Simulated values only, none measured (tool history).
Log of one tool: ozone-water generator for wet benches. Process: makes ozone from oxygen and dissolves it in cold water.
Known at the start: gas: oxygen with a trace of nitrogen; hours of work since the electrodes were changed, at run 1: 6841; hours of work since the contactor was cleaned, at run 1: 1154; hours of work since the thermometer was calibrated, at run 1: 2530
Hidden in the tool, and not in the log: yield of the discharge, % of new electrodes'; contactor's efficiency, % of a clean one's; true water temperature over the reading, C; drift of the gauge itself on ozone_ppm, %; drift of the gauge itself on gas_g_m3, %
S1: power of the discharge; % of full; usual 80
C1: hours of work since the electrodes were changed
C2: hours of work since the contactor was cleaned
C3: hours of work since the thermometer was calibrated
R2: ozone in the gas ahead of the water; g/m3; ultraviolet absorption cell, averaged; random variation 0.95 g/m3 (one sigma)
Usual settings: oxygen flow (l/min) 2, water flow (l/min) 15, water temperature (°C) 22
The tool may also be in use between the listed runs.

{"run": 1, "hour": 0.0, "S1": 80, "oxygen flow (l/min)": 2, "water flow (l/min)": 15, "water temperature (°C)": 22, "C1": 6841, "C2": 1154, "C3": 2530, "dissolved ozone (ppm)": 10.4, "R2": 143.2}
{"run": 2, "hour": 131.2, "S1": 80, "oxygen flow (l/min)": 2, "water flow (l/min)": 15, "water temperature (°C)": 22, "C1": 6972, "C2": 1285, "C3": 2661, "dissolved ozone (ppm)": 10.4, "R2": 143.2}
{"run": 3, "hour": 322.2, "S1": 80, "oxygen flow (l/min)": 1.05, "water flow (l/min)": 15, "water temperature (°C)": 22, "C1": 7163, "C2": 1476, "C3": 2852, "dissolved ozone (ppm)": 9.6, "R2": 215.2}
{"hour": 356.3, "done": "water thermometer calibrated"}
{"run": 4, "hour": 422.6, "S1": 80, "oxygen flow (l/min)": 1.05, "water flow (l/min)": 15, "water temperature (°C)": 22, "C1": 7262, "C2": 1576, "C3": 66, "dissolved ozone (ppm)": 9.2, "R2": 210.8}
{"run": 5, "hour": 564.3, "S1": 80, "oxygen flow (l/min)": 1.05, "water flow (l/min)": 15, "water temperature (°C)": 22, "C1": 7404, "C2": 1717, "C3": 208, "dissolved ozone (ppm)": 9.4, "R2": 210.2}
{"run": 6, "hour": 661.8, "S1": 80, "oxygen flow (l/min)": 2, "water flow (l/min)": 15, "water temperature (°C)": 22, "C1": 7501, "C2": 1814, "C3": 305, "dissolved ozone (ppm)": 10.2, "R2": 142.8}
{"run": 7, "hour": 767.1, "S1": 80, "oxygen flow (l/min)": 2, "water flow (l/min)": 15, "water temperature (°C)": 24, "C1": 7606, "C2": 1919, "C3": 410, "dissolved ozone (ppm)": 9.8, "R2": 142.9}
{"run": 8, "hour": 969.0, "S1": 80, "oxygen flow (l/min)": 2, "water flow (l/min)": 15, "water temperature (°C)": 24, "C1": 7808, "C2": 2121, "C3": 612, "dissolved ozone (ppm)": 9.8, "R2": 139.1}
{"run": 9, "hour": 1149.7, "S1": 80, "oxygen flow (l/min)": 2, "water flow (l/min)": 15, "water temperature (°C)": 22, "C1": 7988, "C2": 2301, "C3": 792, "dissolved ozone (ppm)": 9.9, "R2": 140.1}
{"hour": 1165.8, "done": "contactor cleaned"}
{"run": 10, "hour": 1309.2, "S1": 55, "oxygen flow (l/min)": 2, "water flow (l/min)": 15, "water temperature (°C)": 22, "C1": 8143, "C2": 143, "C3": 947, "dissolved ozone (ppm)": 8.2, "R2": 113.1}
{"run": 11, "hour": 1502.7, "S1": 80, "oxygen flow (l/min)": 3.24, "water flow (l/min)": 15, "water temperature (°C)": 22, "C1": 8336, "C2": 336, "C3": 1140, "dissolved ozone (ppm)": 9.7, "R2": 101.9}
{"run": 12, "hour": 1709.2, "S1": 80, "oxygen flow (l/min)": 2, "water flow (l/min)": 15, "water temperature (°C)": 22, "C1": 8542, "C2": 542, "C3": 1346, "dissolved ozone (ppm)": 9.7, "R2": 138.6}
{"hour": 1731.9, "done": "contactor cleaned, once more"}
{"run": 13, "hour": 1913.1, "S1": 80, "oxygen flow (l/min)": 2, "water flow (l/min)": 15, "water temperature (°C)": 22, "C1": 8742, "C2": 181, "C3": 1546, "dissolved ozone (ppm)": 10.1, "R2": 138.1}
{"run": 14, "hour": 2092.6, "S1": 42, "oxygen flow (l/min)": 3.53, "water flow (l/min)": 15, "water temperature (°C)": 22, "C1": 8921, "C2": 360, "C3": 1725, "dissolved ozone (ppm)": 7, "R2": 66.9}
{"run": 15, "hour": 2218.5, "S1": 42, "oxygen flow (l/min)": 3.53, "water flow (l/min)": 15, "water temperature (°C)": 22, "C1": 9047, "C2": 486, "C3": 1850, "dissolved ozone (ppm)": 7, "R2": 67}
{"run": 16, "hour": 2377.7, "S1": 80, "oxygen flow (l/min)": 3.52, "water flow (l/min)": 15, "water temperature (°C)": 22, "C1": 9206, "C2": 645, "C3": 2009, "dissolved ozone (ppm)": 9.9, "R2": 96.5}
{"run": 17, "hour": 2500.8, "S1": 70, "oxygen flow (l/min)": 2, "water flow (l/min)": 15, "water temperature (°C)": 14, "C1": 9328, "C2": 767, "C3": 2132, "dissolved ozone (ppm)": 9.9, "R2": 127.7}
{"run": 18, "hour": 2691.8, "S1": 61, "oxygen flow (l/min)": 2, "water flow (l/min)": 15, "water temperature (°C)": 26, "C1": 9519, "C2": 958, "C3": 2323, "dissolved ozone (ppm)": 8.2, "R2": 116.5}
{"run": 19, "hour": 2809.9, "S1": 61, "oxygen flow (l/min)": 2, "water flow (l/min)": 15, "water temperature (°C)": 26, "C1": 9637, "C2": 1076, "C3": 2441, "dissolved ozone (ppm)": 8.2, "R2": 115.8}
{"run": 20, "hour": 2981.1, "S1": 61, "oxygen flow (l/min)": 2, "water flow (l/min)": 15, "water temperature (°C)": 26, "C1": 9808, "C2": 1247, "C3": 2612, "dissolved ozone (ppm)": 8, "R2": 115.4}
{"run": 21, "hour": 3191.8, "S1": 69, "oxygen flow (l/min)": 2, "water flow (l/min)": 20, "water temperature (°C)": 26, "C1": 10018, "C2": 1457, "C3": 2822, "dissolved ozone (ppm)": 6.6, "R2": 125}
{"hour": 3250.3, "done": "water thermometer calibrated"}
{"run": 22, "hour": 3282.6, "S1": 69, "oxygen flow (l/min)": 2, "water flow (l/min)": 20, "water temperature (°C)": 26, "C1": 10108, "C2": 1547, "C3": 32, "dissolved ozone (ppm)": 6.5, "R2": 124.6}
{"run": 23, "hour": 3465.5, "S1": 58, "oxygen flow (l/min)": 1.07, "water flow (l/min)": 12, "water temperature (°C)": 28, "C1": 10291, "C2": 1730, "C3": 215, "dissolved ozone (ppm)": 9.1, "R2": 165.2}
{"run": 24, "hour": 3611.2, "S1": 58, "oxygen flow (l/min)": 1.69, "water flow (l/min)": 12, "water temperature (°C)": 16, "C1": 10436, "C2": 1875, "C3": 360, "dissolved ozone (ppm)": 10.4, "R2": 122.2}
{"run": 25, "hour": 3721.5, "S1": 80, "oxygen flow (l/min)": 1.26, "water flow (l/min)": 23, "water temperature (°C)": 30, "C1": 10546, "C2": 1985, "C3": 470, "dissolved ozone (ppm)": 5.4, "R2": 175.6}

4 ways to go on from here, each from the tool as it stands after run 25. What would each give?
{"run": "A", "hour": 3902.8, "S1": 80, "oxygen flow (l/min)": 2.8, "water flow (l/min)": 23, "water temperature (°C)": 30, "C1": 10727, "C2": 2166, "C3": 651, "dissolved ozone (ppm)": "?", "R2": "?"}
{"run": "B", "hour": 3902.8, "S1": 75, "oxygen flow (l/min)": 2, "water flow (l/min)": 15, "water temperature (°C)": 16, "C1": 10727, "C2": 2166, "C3": 651, "dissolved ozone (ppm)": "?", "R2": "?"}
{"run": "C", "hour": 3902.8, "S1": 98, "oxygen flow (l/min)": 1.26, "water flow (l/min)": 23, "water temperature (°C)": 25, "C1": 10727, "C2": 2166, "C3": 651, "dissolved ozone (ppm)": "?", "R2": "?"}
{"run": "D", "hour": 3902.8, "S1": 50, "oxygen flow (l/min)": 1.26, "water flow (l/min)": 9, "water temperature (°C)": 30, "C1": 10727, "C2": 2166, "C3": 651, "dissolved ozone (ppm)": "?", "R2": "?"}

run=A dissolved_ozone_(ppm)=5.9 R2=106.7
run=B dissolved_ozone_(ppm)=9.8 R2=127.4
run=C dissolved_ozone_(ppm)=6.1 R2=196.1
run=D dissolved_ozone_(ppm)=10.1 R2=137
Without the tool's hidden state the same runs would have given:
run=A dissolved_ozone_(ppm)=7.4 R2=131.3
run=B dissolved_ozone_(ppm)=12.2 R2=155.7
run=C dissolved_ozone_(ppm)=8 R2=246.7
run=D dissolved_ozone_(ppm)=12 R2=159.8

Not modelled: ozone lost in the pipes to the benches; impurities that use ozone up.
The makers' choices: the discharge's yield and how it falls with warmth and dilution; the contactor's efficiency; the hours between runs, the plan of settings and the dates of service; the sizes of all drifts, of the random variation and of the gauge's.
